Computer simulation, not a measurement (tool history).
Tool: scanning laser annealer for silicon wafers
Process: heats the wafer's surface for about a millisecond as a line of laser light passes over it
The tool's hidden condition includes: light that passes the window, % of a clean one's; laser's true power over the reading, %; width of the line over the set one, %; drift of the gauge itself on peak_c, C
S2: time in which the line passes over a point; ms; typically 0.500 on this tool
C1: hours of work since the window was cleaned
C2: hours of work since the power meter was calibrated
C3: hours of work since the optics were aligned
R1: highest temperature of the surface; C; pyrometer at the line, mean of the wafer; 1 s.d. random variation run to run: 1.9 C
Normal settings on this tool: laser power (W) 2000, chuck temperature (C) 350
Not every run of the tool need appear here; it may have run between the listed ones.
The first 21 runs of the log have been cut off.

{"run": 22, "day": 9.025, "laser power (W)": 1713, "S2": 0.5, "chuck temperature (C)": 325, "C1": 88, "C2": 278, "C3": 781, "R1": 981}
{"run": 23, "day": 9.362, "laser power (W)": 2000, "S2": 0.5, "chuck temperature (C)": 310, "C1": 93, "C2": 282, "C3": 786, "R1": 1095}
{"run": 24, "day": 9.596, "laser power (W)": 2000, "S2": 0.5, "chuck temperature (C)": 370, "C1": 96, "C2": 285, "C3": 789, "R1": 1155}
{"run": 25, "day": 10.125, "laser power (W)": 1744, "S2": 0.443, "chuck temperature (C)": 387, "C1": 103, "C2": 292, "C3": 796, "R1": 1013}
{"run": 26, "day": 10.542, "laser power (W)": 1744, "S2": 0.614, "chuck temperature (C)": 382, "C1": 108, "C2": 297, "C3": 801, "R1": 1125}
{"run": 27, "day": 10.85, "laser power (W)": 1744, "S2": 0.614, "chuck temperature (C)": 382, "C1": 112, "C2": 302, "C3": 805, "R1": 1122}
{"run": 28, "day": 11.233, "laser power (W)": 1817, "S2": 0.5, "chuck temperature (C)": 350, "C1": 117, "C2": 307, "C3": 810, "R1": 1052}
{"run": 29, "day": 11.6, "laser power (W)": 1846, "S2": 0.461, "chuck temperature (C)": 323, "C1": 122, "C2": 311, "C3": 815, "R1": 1010}
{"run": 30, "day": 12.054, "laser power (W)": 2183, "S2": 0.573, "chuck temperature (C)": 361, "C1": 128, "C2": 317, "C3": 821, "R1": 1293}
{"run": 31, "day": 12.421, "laser power (W)": 2000, "S2": 0.49, "chuck temperature (C)": 350, "C1": 133, "C2": 322, "C3": 826, "R1": 1127}
{"run": 32, "day": 12.675, "laser power (W)": 1877, "S2": 0.494, "chuck temperature (C)": 355, "C1": 136, "C2": 326, "C3": 829, "R1": 1079}
{"run": 33, "day": 12.933, "laser power (W)": 1715, "S2": 0.5, "chuck temperature (C)": 356, "C1": 140, "C2": 329, "C3": 833, "R1": 1015}
{"run": 34, "day": 13.483, "laser power (W)": 1703, "S2": 0.5, "chuck temperature (C)": 373, "C1": 147, "C2": 336, "C3": 840, "R1": 1026}
{"run": 35, "day": 13.8, "laser power (W)": 1703, "S2": 0.412, "chuck temperature (C)": 373, "C1": 151, "C2": 340, "C3": 844, "R1": 964}
{"run": 36, "day": 14.067, "laser power (W)": 1703, "S2": 0.412, "chuck temperature (C)": 373, "C1": 155, "C2": 344, "C3": 848, "R1": 963}
{"run": 37, "day": 14.383, "laser power (W)": 1705, "S2": 0.415, "chuck temperature (C)": 350, "C1": 159, "C2": 348, "C3": 852, "R1": 943}
{"run": 38, "day": 14.608, "laser power (W)": 1705, "S2": 0.507, "chuck temperature (C)": 348, "C1": 162, "C2": 351, "C3": 855, "R1": 1008}
{"run": 39, "day": 15.121, "laser power (W)": 1705, "S2": 0.507, "chuck temperature (C)": 348, "C1": 169, "C2": 358, "C3": 862, "R1": 1006}
{"run": 40, "day": 15.592, "laser power (W)": 1784, "S2": 0.524, "chuck temperature (C)": 359, "C1": 175, "C2": 364, "C3": 868, "R1": 1066}
{"run": 41, "day": 15.962, "laser power (W)": 1784, "S2": 0.524, "chuck temperature (C)": 359, "C1": 180, "C2": 369, "C3": 873, "R1": 1063}

Here are 3 independent what-if runs from the current tool condition. What would each one return?
{"run": "A", "day": 16.412, "laser power (W)": 1979, "S2": 0.568, "chuck temperature (C)": 350, "C1": 186, "C2": 375, "C3": 879, "R1": "?"}
{"run": "B", "day": 16.412, "laser power (W)": 1932, "S2": 0.473, "chuck temperature (C)": 348, "C1": 186, "C2": 375, "C3": 879, "R1": "?"}
{"run": "C", "day": 16.412, "laser power (W)": 2131, "S2": 0.576, "chuck temperature (C)": 383, "C1": 186, "C2": 375, "C3": 879, "R1": "?"}

run=A R1=1182
run=B R1=1081
run=C R1=1290
Had the tool no hidden state, the same runs would have come out as:
run=A R1=1182
run=B R1=1081
run=C R1=1291
